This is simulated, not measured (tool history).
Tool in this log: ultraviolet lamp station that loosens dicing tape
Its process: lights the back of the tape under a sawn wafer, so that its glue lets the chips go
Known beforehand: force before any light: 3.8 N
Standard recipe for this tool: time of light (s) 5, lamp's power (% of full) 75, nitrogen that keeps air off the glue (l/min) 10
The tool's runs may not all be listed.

run   hour  time of light (s)  lamp's power (% of full)  nitrogen that keeps air off the glue (l/min)  force that peels the tape off (N)  light that reached the tape (mJ/cm²)
  1    0.0                  5                        75                                            10                              0.767                                   276
      21.7  -- lamp changed
  2   48.1                  5                        75                                            10                              0.333                                   482
      64.2  -- window cleaned of glue's vapour
  3   94.8                  5                        75                                            10                              0.387                                   441
  4  130.8                  5                        75                                            10                              0.388                                   434
  5  173.7                  5                        75                                            10                              0.402                                   424
     191.6  -- window cleaned of glue's vapour, once more
  6  219.9                  5                        88                                            10                              0.246                                   608
  7  258.8                  5                        87                                            10                              0.253                                   591
  8  335.3                  5                        80                                            10                              0.284                                   530
  9  409.2                  5                        75                                            10                              0.339                                   478
 10  478.9                 10                        85                                            12                              0.184                                  1051
 11  529.8                 10                        78                                             3                              0.250                                   944
 12  579.2                  6                        75                                            12                              0.256                                   529
 13  641.2                  6                        75                                            12                              0.278                                   509
 14  675.1                  6                        75                                            12                              0.267                                   506
 15  740.6                  6                        95                                            10                              0.229                                   623
 16  788.3                  6                        95                                            10                              0.235                                   614
 17  836.2                  5                        82                                             6                              0.544                                   432

Run by run, hidden condition taken away, random variation retained:
What the log doesn't record here: lamp's light, % of a new lamp's; light that the window lets through, % of a clean one's; drift of the gauge itself on peel_n, %; drift of the gauge itself on dose_mj_cm2, %.
run  force that peels the tape off (N)  light that reached the tape (mJ/cm²)
  1                              0.265                                   561
  2                              0.265                                   563
  3                              0.270                                   565
  4                              0.263                                   566
  5                              0.265                                   564
  6                              0.226                                   657
  7                              0.228                                   649
  8                              0.240                                   601
  9                              0.270                                   561
 10                              0.182                                  1273
 11                              0.201                                  1168
 12                              0.200                                   670
 13                              0.210                                   664
 14                              0.195                                   670
 15                              0.180                                   852
 16                              0.183                                   855
 17                              0.312                                   616
